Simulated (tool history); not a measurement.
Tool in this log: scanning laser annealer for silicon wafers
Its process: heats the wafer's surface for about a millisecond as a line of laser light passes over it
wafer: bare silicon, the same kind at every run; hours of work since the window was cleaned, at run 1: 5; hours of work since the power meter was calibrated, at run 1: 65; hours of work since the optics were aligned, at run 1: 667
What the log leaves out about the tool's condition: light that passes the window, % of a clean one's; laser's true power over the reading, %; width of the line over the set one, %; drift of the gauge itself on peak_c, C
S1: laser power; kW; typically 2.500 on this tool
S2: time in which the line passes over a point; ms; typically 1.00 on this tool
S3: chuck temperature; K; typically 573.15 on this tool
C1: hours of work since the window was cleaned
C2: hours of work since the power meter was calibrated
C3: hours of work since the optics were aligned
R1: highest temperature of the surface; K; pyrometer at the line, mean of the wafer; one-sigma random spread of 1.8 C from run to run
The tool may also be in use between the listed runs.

{"run": 1, "hour": 0.0, "S1": 2.5, "S2": 1.0, "S3": 573.15, "C1": 5, "C2": 65, "C3": 667, "R1": 1288.15}
{"run": 2, "hour": 16.0, "S1": 2.5, "S2": 0.77, "S3": 573.15, "C1": 13, "C2": 73, "C3": 675, "R1": 1209.15}
{"run": 3, "hour": 24.6, "S1": 2.718, "S2": 1.0, "S3": 573.15, "C1": 18, "C2": 78, "C3": 680, "R1": 1360.15}
{"run": 4, "hour": 35.0, "S1": 2.5, "S2": 1.0, "S3": 573.15, "C1": 24, "C2": 83, "C3": 685, "R1": 1285.15}
{"run": 5, "hour": 51.5, "S1": 2.5, "S2": 1.0, "S3": 573.15, "C1": 32, "C2": 92, "C3": 694, "R1": 1282.15}
{"run": 6, "hour": 66.1, "S1": 2.5, "S2": 1.0, "S3": 573.15, "C1": 40, "C2": 99, "C3": 702, "R1": 1284.15}
{"run": 7, "hour": 75.8, "S1": 2.49, "S2": 1.0, "S3": 573.15, "C1": 45, "C2": 105, "C3": 707, "R1": 1279.15}
{"run": 8, "hour": 87.3, "S1": 2.49, "S2": 1.0, "S3": 573.15, "C1": 51, "C2": 111, "C3": 713, "R1": 1278.15}
{"run": 9, "hour": 102.3, "S1": 2.49, "S2": 1.0, "S3": 573.15, "C1": 59, "C2": 119, "C3": 721, "R1": 1277.15}
{"run": 10, "hour": 115.8, "S1": 2.49, "S2": 1.0, "S3": 573.15, "C1": 66, "C2": 126, "C3": 728, "R1": 1277.15}
{"run": 11, "hour": 132.8, "S1": 2.49, "S2": 1.0, "S3": 573.15, "C1": 75, "C2": 135, "C3": 737, "R1": 1275.15}
{"run": 12, "hour": 142.6, "S1": 2.49, "S2": 1.0, "S3": 573.15, "C1": 81, "C2": 140, "C3": 742, "R1": 1277.15}
{"run": 13, "hour": 156.2, "S1": 2.49, "S2": 1.0, "S3": 573.15, "C1": 88, "C2": 147, "C3": 750, "R1": 1272.15}
{"run": 14, "hour": 173.0, "S1": 2.575, "S2": 1.0, "S3": 573.15, "C1": 97, "C2": 156, "C3": 758, "R1": 1300.15}
{"run": 15, "hour": 183.2, "S1": 2.575, "S2": 1.0, "S3": 573.15, "C1": 102, "C2": 162, "C3": 764, "R1": 1300.15}
{"run": 16, "hour": 197.0, "S1": 2.575, "S2": 1.0, "S3": 573.15, "C1": 109, "C2": 169, "C3": 771, "R1": 1301.15}
{"run": 17, "hour": 213.3, "S1": 2.5, "S2": 1.0, "S3": 570.15, "C1": 118, "C2": 177, "C3": 780, "R1": 1273.15}
{"run": 18, "hour": 230.6, "S1": 2.525, "S2": 1.0, "S3": 573.15, "C1": 127, "C2": 187, "C3": 789, "R1": 1283.15}
{"run": 19, "hour": 247.8, "S1": 2.525, "S2": 1.0, "S3": 573.15, "C1": 136, "C2": 196, "C3": 798, "R1": 1279.15}
{"run": 20, "hour": 256.0, "S1": 2.525, "S2": 1.12, "S3": 573.15, "C1": 141, "C2": 200, "C3": 802, "R1": 1316.15}
{"run": 21, "hour": 268.1, "S1": 2.525, "S2": 0.87, "S3": 542.15, "C1": 147, "C2": 206, "C3": 809, "R1": 1206.15}
{"run": 22, "hour": 282.5, "S1": 2.701, "S2": 1.02, "S3": 567.15, "C1": 155, "C2": 214, "C3": 816, "R1": 1337.15}
{"run": 23, "hour": 297.6, "S1": 2.701, "S2": 1.02, "S3": 567.15, "C1": 163, "C2": 222, "C3": 824, "R1": 1336.15}
{"run": 24, "hour": 311.1, "S1": 2.37, "S2": 0.77, "S3": 547.15, "C1": 170, "C2": 229, "C3": 832, "R1": 1130.15}
{"run": 25, "hour": 324.6, "S1": 2.741, "S2": 1.24, "S3": 547.15, "C1": 177, "C2": 236, "C3": 839, "R1": 1398.15}
{"run": 26, "hour": 340.4, "S1": 2.404, "S2": 1.08, "S3": 559.15, "C1": 185, "C2": 245, "C3": 847, "R1": 1246.15}
{"run": 27, "hour": 352.0, "S1": 2.422, "S2": 0.8, "S3": 543.15, "C1": 191, "C2": 251, "C3": 853, "R1": 1151.15}
{"run": 28, "hour": 364.9, "S1": 2.331, "S2": 0.82, "S3": 580.15, "C1": 198, "C2": 258, "C3": 860, "R1": 1166.15}
{"run": 29, "hour": 380.5, "S1": 2.353, "S2": 1.0, "S3": 580.15, "C1": 206, "C2": 266, "C3": 868, "R1": 1224.15}
{"run": 30, "hour": 392.1, "S1": 2.5, "S2": 1.0, "S3": 573.15, "C1": 213, "C2": 272, "C3": 874, "R1": 1266.15}
{"run": 31, "hour": 407.3, "S1": 2.708, "S2": 0.9, "S3": 551.15, "C1": 221, "C2": 280, "C3": 883, "R1": 1277.15}
{"run": 32, "hour": 420.4, "S1": 2.513, "S2": 0.74, "S3": 551.15, "C1": 228, "C2": 287, "C3": 889, "R1": 1157.15}
{"run": 33, "hour": 428.0, "S1": 2.174, "S2": 1.17, "S3": 551.15, "C1": 232, "C2": 291, "C3": 894, "R1": 1174.15}
{"run": 34, "hour": 436.0, "S1": 2.174, "S2": 1.17, "S3": 551.15, "C1": 236, "C2": 295, "C3": 898, "R1": 1173.15}
{"run": 35, "hour": 448.2, "S1": 2.172, "S2": 1.21, "S3": 601.15, "C1": 242, "C2": 302, "C3": 904, "R1": 1234.15}
{"run": 36, "hour": 459.5, "S1": 2.218, "S2": 1.0, "S3": 573.15, "C1": 248, "C2": 308, "C3": 910, "R1": 1172.15}
{"run": 37, "hour": 470.9, "S1": 2.391, "S2": 1.13, "S3": 573.15, "C1": 254, "C2": 314, "C3": 916, "R1": 1263.15}
{"run": 38, "hour": 485.9, "S1": 2.731, "S2": 0.71, "S3": 572.15, "C1": 262, "C2": 322, "C3": 924, "R1": 1227.15}
{"run": 39, "hour": 497.0, "S1": 2.629, "S2": 0.81, "S3": 578.15, "C1": 268, "C2": 328, "C3": 930, "R1": 1243.15}
{"run": 40, "hour": 506.9, "S1": 2.617, "S2": 0.86, "S3": 570.15, "C1": 273, "C2": 333, "C3": 935, "R1": 1247.15}

4 ways to go on from here, each from the tool as it stands after run 40. What would each give?
{"run": "A", "hour": 521.8, "S1": 2.249, "S2": 0.82, "S3": 607.15, "C1": 281, "C2": 341, "C3": 943, "R1": "?"}
{"run": "B", "hour": 521.8, "S1": 2.391, "S2": 0.78, "S3": 570.15, "C1": 281, "C2": 341, "C3": 943, "R1": "?"}
{"run": "C", "hour": 521.8, "S1": 2.662, "S2": 0.86, "S3": 570.15, "C1": 281, "C2": 341, "C3": 943, "R1": "?"}
{"run": "D", "hour": 521.8, "S1": 2.496, "S2": 1.0, "S3": 573.15, "C1": 281, "C2": 341, "C3": 943, "R1": "?"}

run=A R1=1162.15
run=B R1=1154.15
run=C R1=1258.15
run=D R1=1253.15
The same runs, with their run-to-run variation unchanged, on a tool lacking any hidden condition would have given:
run=A R1=1198.15
run=B R1=1192.15
run=C R1=1303.15
run=D R1=1298.15
